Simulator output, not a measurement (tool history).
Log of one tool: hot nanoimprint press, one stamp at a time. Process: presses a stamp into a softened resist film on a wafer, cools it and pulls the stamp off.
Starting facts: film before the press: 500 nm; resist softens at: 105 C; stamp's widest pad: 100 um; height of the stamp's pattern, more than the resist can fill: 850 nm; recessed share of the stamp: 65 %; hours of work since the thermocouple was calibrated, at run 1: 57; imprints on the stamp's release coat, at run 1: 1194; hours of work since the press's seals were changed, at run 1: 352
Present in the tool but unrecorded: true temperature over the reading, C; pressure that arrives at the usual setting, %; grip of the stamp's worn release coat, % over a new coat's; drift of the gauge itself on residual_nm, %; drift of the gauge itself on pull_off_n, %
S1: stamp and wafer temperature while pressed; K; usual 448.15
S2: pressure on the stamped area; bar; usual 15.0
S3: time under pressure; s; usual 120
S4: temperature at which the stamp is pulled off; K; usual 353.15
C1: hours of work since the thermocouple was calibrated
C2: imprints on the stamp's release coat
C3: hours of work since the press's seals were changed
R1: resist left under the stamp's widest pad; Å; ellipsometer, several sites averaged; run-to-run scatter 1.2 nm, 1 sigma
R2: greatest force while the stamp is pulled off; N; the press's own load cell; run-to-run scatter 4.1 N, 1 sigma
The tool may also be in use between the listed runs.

Run 1, hour 0.0: usual settings; C1 57; C2 1194; C3 352. Result: R1 2300 Å, R2 205 N.
Run 2, hour 32.2: usual settings; C1 79; C2 1261; C3 374. Result: R1 2300 Å, R2 203 N.
Run 3, hour 65.9: usual settings; C1 102; C2 1331; C3 397. Result: R1 2293 Å, R2 201 N.
Run 4, hour 117.2: usual settings; C1 137; C2 1437; C3 432. Result: R1 2285 Å, R2 203 N.
Run 5, hour 150.7: usual settings but S2 9.4 bar; C1 160; C2 1507; C3 455. Result: R1 2746 Å, R2 204 N.
Run 6, hour 195.4: usual settings but S2 9.4 bar; C1 191; C2 1600; C3 486. Result: R1 2775 Å, R2 202 N.
Run 7, hour 255.6: usual settings but S2 9.4 bar; C1 233; C2 1724; C3 527. Result: R1 2769 Å, R2 198 N.
Run 8, hour 302.7: usual settings but S4 338.15 K; C1 265; C2 1822; C3 560. Result: R1 2302 Å, R2 249 N.
Run 9, hour 356.5: usual settings but S4 338.15 K; C1 302; C2 1934; C3 597. Result: R1 2287 Å, R2 250 N.
Run 10, hour 399.4: usual settings but S3 67 s; C1 331; C2 2023; C3 626. Result: R1 2847 Å, R2 201 N.
Run 11, hour 452.2: usual settings but S3 67 s; C1 368; C2 2133; C3 662. Result: R1 2808 Å, R2 209 N.
Run 12, hour 497.0: usual settings but S2 12.1 bar, S3 94 s; C1 398; C2 2226; C3 693. Result: R1 2739 Å, R2 206 N.
Run 13, hour 532.4: usual settings but S2 12.1 bar, S3 94 s; C1 423; C2 2299; C3 717. Result: R1 2714 Å, R2 196 N.
At hour 547.4: stamp cleaned and given a new release coat.
Run 14, hour 583.9: usual settings but S1 456.15 K, S2 9.2 bar; C1 454; C2 76; C3 749. Result: R1 1855 Å, R2 208 N.
Run 15, hour 620.9: usual settings but S1 437.15 K, S4 340.15 K; C1 479; C2 152; C3 774. Result: R1 3816 Å, R2 240 N.
At hour 694.2: press's hydraulic seals changed and the load cell set to zero.
Run 16, hour 694.2: usual settings but S1 437.15 K, S4 340.15 K; C1 524; C2 288; C3 0. Result: R1 3807 Å, R2 244 N.
At hour 707.6: plate thermocouple calibrated.
Run 17, hour 755.4: usual settings but S2 23.2 bar; C1 33; C2 409; C3 40. Result: R1 1890 Å, R2 210 N.
Run 18, hour 789.7: usual settings but S2 23.2 bar; C1 56; C2 480; C3 63. Result: R1 1896 Å, R2 197 N.
Run 19, hour 850.4: usual settings but S1 459.15 K, S2 23.2 bar; C1 98; C2 606; C3 105. Result: R1 998 Å, R2 204 N.
Run 20, hour 914.1: usual settings but S1 449.15 K, S4 341.15 K; C1 142; C2 738; C3 149. Result: R1 2160 Å, R2 244 N.
Run 21, hour 976.0: usual settings but S1 459.15 K, S2 10.2 bar, S4 341.15 K; C1 184; C2 866; C3 191. Result: R1 1504 Å, R2 243 N.
Run 22, hour 1036.0: usual settings but S2 16.5 bar, S3 102 s; C1 226; C2 991; C3 233. Result: R1 2347 Å, R2 209 N.

Entry by entry between the runs, the difference in hidden state between the last listed run before and the first listed run after:
After run 13, before run 14: stamp cleaned and given a new release coat (hour 547.4)
  grip of the stamp's worn release coat, % over a new coat's: 0.7 -> 0
After run 15, before run 16: press's hydraulic seals changed and the load cell set to zero (hour 694.2)
  true temperature over the reading, C: 0.02 -> 0.03; pressure that arrives at the usual setting, %: 99.98 -> 100; grip of the stamp's worn release coat, % over a new coat's: 0 -> 0.1
After run 16, before run 17: plate thermocouple calibrated (hour 707.6)
  true temperature over the reading, C: 0.03 -> 0

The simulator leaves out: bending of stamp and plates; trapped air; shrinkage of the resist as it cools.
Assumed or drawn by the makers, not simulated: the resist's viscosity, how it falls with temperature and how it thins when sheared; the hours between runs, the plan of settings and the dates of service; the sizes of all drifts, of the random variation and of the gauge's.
